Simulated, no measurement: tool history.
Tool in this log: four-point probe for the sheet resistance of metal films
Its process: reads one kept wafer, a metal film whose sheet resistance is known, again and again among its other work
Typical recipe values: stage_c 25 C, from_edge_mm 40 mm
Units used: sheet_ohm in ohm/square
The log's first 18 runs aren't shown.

run   hour  stage_c  from_edge_mm  sheet_ohm
 19  358.4       19            17   0.849677
 20  370.5       29            40   0.850297
     373.6  -- stage's thermometer calibrated
 21  390.6       29            40   0.849905
 22  407.9       29            40   0.850077
 23  429.3       25            29   0.849822
 24  441.4       30            19   0.851316
 25  469.5       30            19   0.851278
     495.0  -- stage's thermometer calibrated, once more
 26  498.0       30            51   0.849302
 27  528.0       35             9   0.855313

For run 28, what comes out?
 28  543.8       25            67          ?

Logged for run 28: sheet_ohm 0.848163 ohm/square.
Take away the tool's hidden state, keep the run-to-run variation as it was, and the same run would have given sheet_ohm 0.848309 ohm/square.

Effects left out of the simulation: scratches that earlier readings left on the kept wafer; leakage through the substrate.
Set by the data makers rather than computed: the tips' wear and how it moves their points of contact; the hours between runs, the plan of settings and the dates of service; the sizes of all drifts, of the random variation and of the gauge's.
